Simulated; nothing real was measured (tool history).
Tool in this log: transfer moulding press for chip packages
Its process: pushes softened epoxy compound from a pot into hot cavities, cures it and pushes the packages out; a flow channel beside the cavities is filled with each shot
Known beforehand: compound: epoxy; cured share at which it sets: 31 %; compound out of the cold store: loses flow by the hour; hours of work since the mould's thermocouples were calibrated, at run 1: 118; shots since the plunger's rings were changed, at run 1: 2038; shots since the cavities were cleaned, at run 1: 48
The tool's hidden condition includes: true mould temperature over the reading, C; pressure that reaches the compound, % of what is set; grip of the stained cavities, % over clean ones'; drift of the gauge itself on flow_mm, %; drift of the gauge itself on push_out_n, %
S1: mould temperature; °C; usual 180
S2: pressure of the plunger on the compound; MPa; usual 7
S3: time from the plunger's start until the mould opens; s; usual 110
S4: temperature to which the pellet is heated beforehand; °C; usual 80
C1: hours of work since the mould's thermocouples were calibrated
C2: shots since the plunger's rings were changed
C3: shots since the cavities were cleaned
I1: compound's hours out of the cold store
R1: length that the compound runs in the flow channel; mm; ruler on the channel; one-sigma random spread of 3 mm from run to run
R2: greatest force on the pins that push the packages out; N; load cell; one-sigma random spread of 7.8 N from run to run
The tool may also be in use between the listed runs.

{"run": 1, "hour": 0.0, "S1": 180, "S2": 7, "S3": 110, "S4": 80, "C1": 118, "C2": 2038, "C3": 48, "I1": 47.8, "R1": 561, "R2": 352}
{"run": 2, "hour": 12.3, "S1": 180, "S2": 7, "S3": 110, "S4": 80, "C1": 123, "C2": 2134, "C3": 144, "I1": 15.8, "R1": 600, "R2": 369}
{"run": 3, "hour": 22.6, "S1": 180, "S2": 7, "S3": 110, "S4": 80, "C1": 128, "C2": 2215, "C3": 225, "I1": 41.5, "R1": 562, "R2": 402}
{"run": 4, "hour": 28.3, "S1": 180, "S2": 7, "S3": 91, "S4": 80, "C1": 131, "C2": 2260, "C3": 270, "I1": 17, "R1": 602, "R2": 563}
{"run": 5, "hour": 33.8, "S1": 180, "S2": 7, "S3": 91, "S4": 80, "C1": 133, "C2": 2302, "C3": 312, "I1": 29.1, "R1": 576, "R2": 577}
{"run": 6, "hour": 43.2, "S1": 180, "S2": 7, "S3": 91, "S4": 80, "C1": 137, "C2": 2376, "C3": 386, "I1": 13.1, "R1": 598, "R2": 609}
{"run": 7, "hour": 56.6, "S1": 180, "S2": 7, "S3": 121, "S4": 80, "C1": 143, "C2": 2482, "C3": 492, "I1": 24.5, "R1": 585, "R2": 443}
{"run": 8, "hour": 64.2, "S1": 180, "S2": 7, "S3": 121, "S4": 80, "C1": 147, "C2": 2541, "C3": 551, "I1": 46.6, "R1": 547, "R2": 443}
{"run": 9, "hour": 75.8, "S1": 180, "S2": 7, "S3": 110, "S4": 80, "C1": 152, "C2": 2632, "C3": 642, "I1": 33.8, "R1": 566, "R2": 489}
{"hour": 84.8, "done": "cavities cleaned with cleaning compound and waxed"}
{"run": 10, "hour": 88.8, "S1": 180, "S2": 7, "S3": 110, "S4": 80, "C1": 157, "C2": 2722, "C3": 32, "I1": 37.6, "R1": 564, "R2": 343}
{"run": 11, "hour": 98.2, "S1": 180, "S2": 7, "S3": 110, "S4": 80, "C1": 162, "C2": 2795, "C3": 105, "I1": 8.9, "R1": 608, "R2": 387}
{"hour": 106.5, "done": "plunger's sealing rings changed"}
{"run": 12, "hour": 112.0, "S1": 180, "S2": 7, "S3": 110, "S4": 80, "C1": 167, "C2": 43, "C3": 194, "I1": 18.9, "R1": 610, "R2": 400}
{"run": 13, "hour": 120.4, "S1": 180, "S2": 7, "S3": 110, "S4": 80, "C1": 170, "C2": 109, "C3": 260, "I1": 28.1, "R1": 604, "R2": 407}
{"run": 14, "hour": 130.9, "S1": 180, "S2": 7, "S3": 110, "S4": 80, "C1": 175, "C2": 191, "C3": 342, "I1": 27.1, "R1": 604, "R2": 434}
{"run": 15, "hour": 142.0, "S1": 180, "S2": 7.2, "S3": 119, "S4": 77, "C1": 180, "C2": 279, "C3": 430, "I1": 41.1, "R1": 594, "R2": 424}
{"run": 16, "hour": 150.3, "S1": 185, "S2": 7, "S3": 126, "S4": 84, "C1": 184, "C2": 343, "C3": 494, "I1": 37.7, "R1": 574, "R2": 430}
{"run": 17, "hour": 161.9, "S1": 178, "S2": 5.33, "S3": 110, "S4": 75, "C1": 189, "C2": 435, "C3": 586, "I1": 30.7, "R1": 525, "R2": 527}
{"run": 18, "hour": 173.2, "S1": 178, "S2": 5.33, "S3": 110, "S4": 75, "C1": 194, "C2": 523, "C3": 674, "I1": 22.6, "R1": 531, "R2": 534}
{"hour": 178.1, "done": "cavities cleaned with cleaning compound and waxed"}
{"run": 19, "hour": 185.3, "S1": 182, "S2": 7, "S3": 146, "S4": 72, "C1": 199, "C2": 606, "C3": 56, "I1": 28.8, "R1": 591, "R2": 306}
{"run": 20, "hour": 194.9, "S1": 182, "S2": 7, "S3": 146, "S4": 72, "C1": 204, "C2": 681, "C3": 131, "I1": 17.3, "R1": 615, "R2": 345}
{"run": 21, "hour": 204.8, "S1": 186, "S2": 8.44, "S3": 145, "S4": 86, "C1": 208, "C2": 759, "C3": 209, "I1": 16.8, "R1": 659, "R2": 359}
{"run": 22, "hour": 211.9, "S1": 186, "S2": 8.44, "S3": 145, "S4": 86, "C1": 211, "C2": 815, "C3": 265, "I1": 35.8, "R1": 628, "R2": 360}
{"run": 23, "hour": 221.3, "S1": 180, "S2": 7, "S3": 110, "S4": 75, "C1": 215, "C2": 888, "C3": 338, "I1": 16.8, "R1": 612, "R2": 436}
{"run": 24, "hour": 234.8, "S1": 175, "S2": 7, "S3": 110, "S4": 71, "C1": 222, "C2": 994, "C3": 444, "I1": 25.2, "R1": 613, "R2": 600}
{"run": 25, "hour": 244.6, "S1": 180, "S2": 8.07, "S3": 130, "S4": 82, "C1": 226, "C2": 1072, "C3": 522, "I1": 22.3, "R1": 640, "R2": 435}
{"run": 26, "hour": 257.7, "S1": 176, "S2": 7, "S3": 141, "S4": 80, "C1": 232, "C2": 1174, "C3": 624, "I1": 20, "R1": 617, "R2": 444}
{"run": 27, "hour": 263.4, "S1": 176, "S2": 7, "S3": 141, "S4": 80, "C1": 235, "C2": 1218, "C3": 668, "I1": 31.5, "R1": 596, "R2": 456}
{"hour": 269.8, "done": "cavities cleaned with cleaning compound and waxed"}
{"run": 28, "hour": 271.1, "S1": 176, "S2": 7, "S3": 103, "S4": 87, "C1": 237, "C2": 1268, "C3": 11, "I1": 15.4, "R1": 618, "R2": 466}

Per-run results on a tool with no hidden state, each run keeping its own random variation:
run=1 R1=582 R2=333
run=2 R1=624 R2=321
run=3 R1=585 R2=329
run=4 R1=627 R2=451
run=5 R1=600 R2=452
run=6 R1=624 R2=459
run=7 R1=612 R2=321
run=8 R1=574 R2=313
run=9 R1=594 R2=341
run=10 R1=594 R2=331
run=11 R1=640 R2=349
run=12 R1=612 R2=336
run=13 R1=605 R2=326
run=14 R1=606 R2=335
run=15 R1=598 R2=313
run=16 R1=579 R2=312
run=17 R1=530 R2=370
run=18 R1=536 R2=367
run=19 R1=599 R2=286
run=20 R1=624 R2=302
run=21 R1=669 R2=296
run=22 R1=638 R2=286
run=23 R1=623 R2=336
run=24 R1=625 R2=444
run=25 R1=653 R2=310
run=26 R1=631 R2=307
run=27 R1=610 R2=312
run=28 R1=633 R2=451

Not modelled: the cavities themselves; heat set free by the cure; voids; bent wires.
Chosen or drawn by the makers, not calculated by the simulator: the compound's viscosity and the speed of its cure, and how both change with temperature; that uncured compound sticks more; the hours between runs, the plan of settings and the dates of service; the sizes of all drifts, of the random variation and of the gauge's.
